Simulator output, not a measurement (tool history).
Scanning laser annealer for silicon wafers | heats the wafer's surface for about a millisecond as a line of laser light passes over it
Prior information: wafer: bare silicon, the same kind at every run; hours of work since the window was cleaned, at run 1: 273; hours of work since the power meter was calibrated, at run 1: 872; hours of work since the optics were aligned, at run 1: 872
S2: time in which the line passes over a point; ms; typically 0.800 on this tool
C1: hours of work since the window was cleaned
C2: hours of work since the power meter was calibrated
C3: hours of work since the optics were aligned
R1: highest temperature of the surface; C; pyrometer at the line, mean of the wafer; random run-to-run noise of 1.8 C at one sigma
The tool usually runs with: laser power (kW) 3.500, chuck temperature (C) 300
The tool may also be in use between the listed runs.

Run 1, hour 0.0: usual settings; C1 273; C2 872; C3 872. Result: R1 1062 C.
Run 2, hour 38.6: usual settings; C1 299; C2 899; C3 899. Result: R1 1060 C.
Run 3, hour 64.0: usual settings; C1 317; C2 916; C3 916. Result: R1 1062 C.
Run 4, hour 99.2: usual settings but S2 0.968 ms; C1 341; C2 940; C3 940. Result: R1 1131 C.
Run 5, hour 123.6: usual settings but S2 0.968 ms; C1 357; C2 957; C3 957. Result: R1 1127 C.
Run 6, hour 142.2: usual settings but S2 0.968 ms; C1 370; C2 970; C3 970. Result: R1 1125 C.
Run 7, hour 169.6: usual settings but S2 0.968 ms; C1 389; C2 989; C3 989. Result: R1 1129 C.
Run 8, hour 189.6: usual settings but laser power (kW) 3.055; C1 403; C2 1002; C3 1002. Result: R1 958 C.
Run 9, hour 209.3: usual settings but laser power (kW) 3.055; C1 416; C2 1016; C3 1016. Result: R1 959 C.
Run 10, hour 228.3: usual settings but laser power (kW) 3.055; C1 429; C2 1029; C3 1029. Result: R1 960 C.
Run 11, hour 249.5: usual settings but laser power (kW) 3.176; C1 444; C2 1043; C3 1043. Result: R1 982 C.
Run 12, hour 274.9: usual settings but laser power (kW) 3.176; C1 461; C2 1061; C3 1061. Result: R1 986 C.
Run 13, hour 313.6: usual settings but laser power (kW) 3.176; C1 488; C2 1087; C3 1087. Result: R1 984 C.
Run 14, hour 344.4: usual settings but laser power (kW) 3.495, S2 0.812 ms, chuck temperature (C) 325; C1 509; C2 1108; C3 1108. Result: R1 1084 C.
Run 15, hour 371.2: usual settings but chuck temperature (C) 301; C1 527; C2 1127; C3 1127. Result: R1 1053 C.
Run 16, hour 406.0: usual settings but laser power (kW) 3.459, S2 0.830 ms, chuck temperature (C) 293; C1 551; C2 1151; C3 1151. Result: R1 1048 C.
Run 17, hour 429.5: usual settings but laser power (kW) 3.459, S2 0.830 ms, chuck temperature (C) 293; C1 567; C2 1167; C3 1167. Result: R1 1050 C.
Run 18, hour 467.9: usual settings but laser power (kW) 3.165, S2 0.796 ms, chuck temperature (C) 326; C1 594; C2 1193; C3 1193. Result: R1 1004 C.
Run 19, hour 488.5: usual settings but laser power (kW) 3.517, S2 0.654 ms, chuck temperature (C) 268; C1 608; C2 1207; C3 1207. Result: R1 950 C.
Run 20, hour 521.0: usual settings but laser power (kW) 3.432, S2 0.918 ms, chuck temperature (C) 269; C1 630; C2 1230; C3 1230. Result: R1 1058 C.
Run 21, hour 559.2: usual settings but laser power (kW) 3.432, S2 0.918 ms, chuck temperature (C) 269; C1 656; C2 1256; C3 1256. Result: R1 1052 C.
Run 22, hour 581.2: usual settings but laser power (kW) 3.432, S2 0.918 ms, chuck temperature (C) 269; C1 671; C2 1271; C3 1271. Result: R1 1057 C.
At hour 620.9: optics aligned, line set to its width.
Run 23, hour 620.9: usual settings but laser power (kW) 3.432, S2 0.918 ms, chuck temperature (C) 269; C1 695; C2 1295; C3 0. Result: R1 1064 C.
At hour 650.8: window over the wafer cleaned.
Run 24, hour 657.7: usual settings but laser power (kW) 3.235, S2 0.644 ms, chuck temperature (C) 304; C1 5; C2 1318; C3 24. Result: R1 945 C.
Run 25, hour 690.0: usual settings but laser power (kW) 3.235, S2 0.644 ms, chuck temperature (C) 304; C1 27; C2 1341; C3 46. Result: R1 945 C.
Run 26, hour 712.2: usual settings but laser power (kW) 3.235, S2 0.644 ms, chuck temperature (C) 304; C1 42; C2 1356; C3 61. Result: R1 948 C.

Table of differences, measured result less the result of that run with no hidden state. Run-to-run variation is the same in both. Gauge scatter possibly is not:
The tool's hidden condition here consists of: light that passes the window, % of a clean one's; laser's true power over the reading, %; width of the line over the set one, %; drift of the gauge itself on peak_c, C.
run   R1
  1  -12
  2  -12
  3  -13
  4  -15
  5  -15
  6  -16
  7  -16
  8  -13
  9  -14
 10  -14
 11  -15
 12  -15
 13  -15
 14  -18
 15  -18
 16  -19
 17  -19
 18  -18
 19  -18
 20  -22
 21  -22
 22  -22
 23  -14
 24   +0
 25   -1
 26   -1
